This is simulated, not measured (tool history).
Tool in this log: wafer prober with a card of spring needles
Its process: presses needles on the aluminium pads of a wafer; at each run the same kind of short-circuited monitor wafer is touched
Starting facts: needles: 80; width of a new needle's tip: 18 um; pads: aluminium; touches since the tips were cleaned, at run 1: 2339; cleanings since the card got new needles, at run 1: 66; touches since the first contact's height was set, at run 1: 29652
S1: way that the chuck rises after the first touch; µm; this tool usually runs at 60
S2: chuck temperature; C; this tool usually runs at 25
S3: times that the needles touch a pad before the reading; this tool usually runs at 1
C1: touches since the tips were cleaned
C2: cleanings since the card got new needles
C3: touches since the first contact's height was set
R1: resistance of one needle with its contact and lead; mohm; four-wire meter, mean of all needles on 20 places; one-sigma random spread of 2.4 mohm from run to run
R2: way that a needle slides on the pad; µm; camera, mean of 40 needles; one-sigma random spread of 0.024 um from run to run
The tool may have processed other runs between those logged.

Run 1, hour 0: usual settings; C1 2339; C2 66; C3 29652. Result: R1 268 mohm, R2 8.06 µm.
At hour 13.6: tips cleaned on abrasive film.
At hour 36: tips cleaned on abrasive film.
Run 2, hour 46.7: usual settings but S2 27 C; C1 2572; C2 68; C3 40823. Result: R1 269 mohm, R2 8.05 µm.
At hour 61.3: tips cleaned on abrasive film.
At hour 83.6: tips cleaned on abrasive film.
Run 3, hour 83.6: usual settings but S2 112 C; C1 0; C2 70; C3 49626. Result: R1 296 mohm, R2 8.03 µm.
At hour 105.6: tips cleaned on abrasive film.
Run 4, hour 118.5: usual settings; C1 3092; C2 71; C3 57973. Result: R1 273 mohm, R2 8.03 µm.
At hour 127.7: tips cleaned on abrasive film.
At hour 151.7: tips cleaned on abrasive film.
Run 5, hour 162.2: usual settings but S1 44 µm; C1 2514; C2 73; C3 68417. Result: R1 279 mohm, R2 5.88 µm.
At hour 175.2: tips cleaned on abrasive film.
At hour 185.5: height of the first contact set anew.
At hour 197.6: tips cleaned on abrasive film.
Run 6, hour 197.6: usual settings; C1 0; C2 75; C3 2886. Result: R1 272 mohm, R2 8.04 µm.
Run 7, hour 217.7: usual settings but S2 53 C; C1 4823; C2 75; C3 7709. Result: R1 277 mohm, R2 8.03 µm.
At hour 221.6: tips cleaned on abrasive film.
At hour 245: tips cleaned on abrasive film.
Run 8, hour 258: usual settings but S2 53 C, S3 2; C1 3121; C2 77; C3 17336. Result: R1 280 mohm, R2 8.01 µm.
At hour 269.8: tips cleaned on abrasive film.
At hour 291.8: tips cleaned on abrasive film.
Run 9, hour 299.7: usual settings but S3 2; C1 1901; C2 79; C3 27307. Result: R1 272 mohm, R2 8.03 µm.
At hour 315.9: tips cleaned on abrasive film.
Run 10, hour 332.6: usual settings but S3 2; C1 4023; C2 80; C3 35175. Result: R1 271 mohm, R2 8.03 µm.
At hour 339.7: tips cleaned on abrasive film.
At hour 362.9: tips cleaned on abrasive film.
Run 11, hour 371.7: usual settings but S3 2; C1 2122; C2 82; C3 44511. Result: R1 267 mohm, R2 7.98 µm.
At hour 384.9: tips cleaned on abrasive film.
Run 12, hour 402.6: usual settings; C1 4230; C2 83; C3 51888. Result: R1 275 mohm, R2 8.03 µm.
At hour 408.9: tips cleaned on abrasive film.
Run 13, hour 430.5: usual settings; C1 5167; C2 84; C3 58566. Result: R1 268 mohm, R2 8 µm.
At hour 432.7: tips cleaned on abrasive film.
At hour 457.7: tips cleaned on abrasive film.
Run 14, hour 459.1: usual settings but S3 3; C1 343; C2 86; C3 65392. Result: R1 272 mohm, R2 8 µm.
At hour 479.7: tips cleaned on abrasive film.
Run 15, hour 482.2: usual settings but S3 3; C1 594; C2 87; C3 70903. Result: R1 274 mohm, R2 7.99 µm.
At hour 493.8: height of the first contact set anew.
At hour 502.2: tips cleaned on abrasive film.
Run 16, hour 512.6: usual settings but S3 3; C1 2515; C2 88; C3 4508. Result: R1 271 mohm, R2 8.02 µm.
At hour 525.6: tips cleaned on abrasive film.
Run 17, hour 545.1: usual settings but S1 48 µm, S2 103 C, S3 3; C1 4669; C2 89; C3 12264. Result: R1 302 mohm, R2 6.38 µm.
At hour 548.4: tips cleaned on abrasive film.
At hour 572.4: tips cleaned on abrasive film.
Run 18, hour 582.4: usual settings but S1 48 µm, S2 103 C, S3 3; C1 2408; C2 91; C3 21186. Result: R1 308 mohm, R2 6.39 µm.
At hour 595.3: tips cleaned on abrasive film.
At hour 618.4: tips cleaned on abrasive film.
Run 19, hour 629.4: usual settings but S1 66 µm, S2 45 C, S3 3; C1 2643; C2 93; C3 32407. Result: R1 274 mohm, R2 8.75 µm.
At hour 643.8: tips cleaned on abrasive film.
Run 20, hour 649: usual settings but S1 66 µm, S2 46 C; C1 1233; C2 94; C3 37082. Result: R1 273 mohm, R2 8.75 µm.
At hour 667: tips cleaned on abrasive film.
At hour 689.1: tips cleaned on abrasive film.
Run 21, hour 692.7: usual settings but S1 77 µm, S2 41 C, S3 2; C1 861; C2 96; C3 47535. Result: R1 271 mohm, R2 10.19 µm.
At hour 711.1: tips cleaned on abrasive film.
Run 22, hour 714.5: usual settings but S1 70 µm, S2 42 C; C1 818; C2 97; C3 52745. Result: R1 280 mohm, R2 9.26 µm.
At hour 734.8: tips cleaned on abrasive film.
Run 23, hour 755: usual settings but S1 70 µm, S2 82 C; C1 4857; C2 98; C3 62452. Result: R1 283 mohm, R2 9.25 µm.

Expected results for the next run?
At hour 757.7: tips cleaned on abrasive film.
Run 24, hour 775.7: usual settings but S1 70 µm, S2 50 C; C1 4327; C2 99; C3 67390. Result: R1 ?, R2 ?.

Run 24 produced R1 276 mohm, R2 9.26 µm.
Had the tool carried no hidden state, the very same run would have given R1 276 mohm, R2 9.42 µm.

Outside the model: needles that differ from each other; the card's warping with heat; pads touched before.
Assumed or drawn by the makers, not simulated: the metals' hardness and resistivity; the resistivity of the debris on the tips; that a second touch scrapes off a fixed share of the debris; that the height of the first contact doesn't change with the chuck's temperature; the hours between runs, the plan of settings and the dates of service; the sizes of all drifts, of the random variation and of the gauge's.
